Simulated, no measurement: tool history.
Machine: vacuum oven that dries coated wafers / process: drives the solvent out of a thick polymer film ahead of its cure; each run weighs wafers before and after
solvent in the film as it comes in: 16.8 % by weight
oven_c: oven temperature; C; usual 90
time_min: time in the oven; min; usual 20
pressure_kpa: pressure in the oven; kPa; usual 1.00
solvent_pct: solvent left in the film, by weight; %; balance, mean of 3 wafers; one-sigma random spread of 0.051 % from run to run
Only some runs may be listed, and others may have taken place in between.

Run 1, hour 0.0: usual settings. Result: solvent_pct 1.39 %.
Run 2, hour 61.8: usual settings. Result: solvent_pct 1.48 %.
Run 3, hour 125.5: usual settings. Result: solvent_pct 1.55 %.
Run 4, hour 246.1: usual settings. Result: solvent_pct 1.59 %.
Run 5, hour 349.6: usual settings. Result: solvent_pct 1.66 %.
Run 6, hour 415.9: usual settings. Result: solvent_pct 1.54 %.
Run 7, hour 488.7: usual settings but oven_c 88 C. Result: solvent_pct 2.14 %.
At hour 562.4: vacuum gauge cleaned of residue and calibrated.
Run 8, hour 601.5: usual settings but oven_c 88 C. Result: solvent_pct 1.91 %.
Run 9, hour 665.6: usual settings but oven_c 88 C. Result: solvent_pct 1.91 %.
Run 10, hour 736.9: usual settings. Result: solvent_pct 1.50 %.
Run 11, hour 808.1: usual settings. Result: solvent_pct 1.59 %.
Run 12, hour 932.0: usual settings. Result: solvent_pct 1.56 %.
Run 13, hour 1010.1: usual settings but pressure_kpa 1.38 kPa. Result: solvent_pct 1.80 %.
Run 14, hour 1066.3: usual settings but pressure_kpa 1.38 kPa. Result: solvent_pct 1.87 %.
Run 15, hour 1148.9: usual settings. Result: solvent_pct 1.68 %.
Run 16, hour 1272.1: usual settings. Result: solvent_pct 1.76 %.
Run 17, hour 1335.3: usual settings but oven_c 97 C. Result: solvent_pct 0.61 %.
Run 18, hour 1420.6: usual settings but oven_c 97 C, time_min 29 min. Result: solvent_pct 0.31 %.
Run 19, hour 1547.6: usual settings but oven_c 97 C, time_min 29 min. Result: solvent_pct 0.35 %.
Run 20, hour 1621.4: usual settings. Result: solvent_pct 1.83 %.
Run 21, hour 1698.7: usual settings. Result: solvent_pct 1.91 %.
Run 22, hour 1783.3: usual settings. Result: solvent_pct 2.02 %.
Run 23, hour 1852.8: usual settings. Result: solvent_pct 1.96 %.
Run 24, hour 1954.4: usual settings. Result: solvent_pct 1.91 %.
Run 25, hour 2024.9: usual settings. Result: solvent_pct 2.11 %.
At hour 2114.9: oven's thermocouples calibrated.
Run 26, hour 2135.7: usual settings but time_min 11 min, pressure_kpa 1.09 kPa. Result: solvent_pct 3.29 %.
Run 27, hour 2213.3: usual settings but oven_c 75 C, time_min 11 min, pressure_kpa 1.83 kPa. Result: solvent_pct 9.22 %.
Run 28, hour 2301.8: usual settings but pressure_kpa 0.93 kPa. Result: solvent_pct 1.27 %.
Run 29, hour 2427.9: usual settings but pressure_kpa 0.93 kPa. Result: solvent_pct 1.41 %.
Run 30, hour 2517.8: usual settings but time_min 27 min. Result: solvent_pct 0.88 %.
Run 31, hour 2629.1: usual settings. Result: solvent_pct 1.40 %.
Run 32, hour 2753.3: usual settings but oven_c 88 C. Result: solvent_pct 1.82 %.
Run 33, hour 2835.3: usual settings but oven_c 88 C. Result: solvent_pct 2.00 %.
Run 34, hour 2949.6: usual settings but oven_c 89 C, time_min 14 min, pressure_kpa 0.79 kPa. Result: solvent_pct 2.86 %.
Run 35, hour 3028.1: usual settings but oven_c 89 C, time_min 14 min, pressure_kpa 0.79 kPa. Result: solvent_pct 3.03 %.
Run 36, hour 3107.0: usual settings but oven_c 89 C, time_min 14 min, pressure_kpa 0.79 kPa. Result: solvent_pct 3.06 %.
Run 37, hour 3178.7: usual settings but oven_c 87 C, time_min 26 min, pressure_kpa 0.65 kPa. Result: solvent_pct 1.42 %.
At hour 3229.9: vacuum gauge cleaned of residue and calibrated.
Run 38, hour 3240.2: usual settings but oven_c 83 C, time_min 11 min, pressure_kpa 0.76 kPa. Result: solvent_pct 6.22 %.
Run 39, hour 3337.0: usual settings but oven_c 97 C, time_min 11 min, pressure_kpa 0.76 kPa. Result: solvent_pct 1.47 %.
Run 40, hour 3426.8: usual settings but oven_c 87 C, time_min 36 min, pressure_kpa 1.78 kPa. Result: solvent_pct 1.15 %.
Run 41, hour 3490.6: usual settings but oven_c 87 C, time_min 36 min, pressure_kpa 1.78 kPa. Result: solvent_pct 1.18 %.
Run 42, hour 3617.4: usual settings but oven_c 87 C, time_min 36 min, pressure_kpa 2.15 kPa. Result: solvent_pct 1.25 %.
Run 43, hour 3679.3: usual settings but oven_c 87 C, time_min 36 min, pressure_kpa 2.15 kPa. Result: solvent_pct 1.33 %.

Predict each of these 4 candidate next runs independently; none follows another, all start after run 43:
Run A, hour 3780.3: usual settings but oven_c 91 C, time_min 31 min, pressure_kpa 1.24 kPa. Result: solvent_pct ?.
Run B, hour 3780.3: usual settings but oven_c 95 C. Result: solvent_pct ?.
Run C, hour 3780.3: usual settings but oven_c 87 C, time_min 21 min, pressure_kpa 2.68 kPa. Result: solvent_pct ?.
Run D, hour 3780.3: usual settings but oven_c 87 C, time_min 36 min, pressure_kpa 0.93 kPa. Result: solvent_pct ?.

run  solvent_pct
  A         0.82
  B         0.79
  C         2.87
  D         0.92
With no hidden state in the tool, these same runs would have given:
run  solvent_pct
  A         0.61
  B         0.53
  C         2.18
  D         0.62
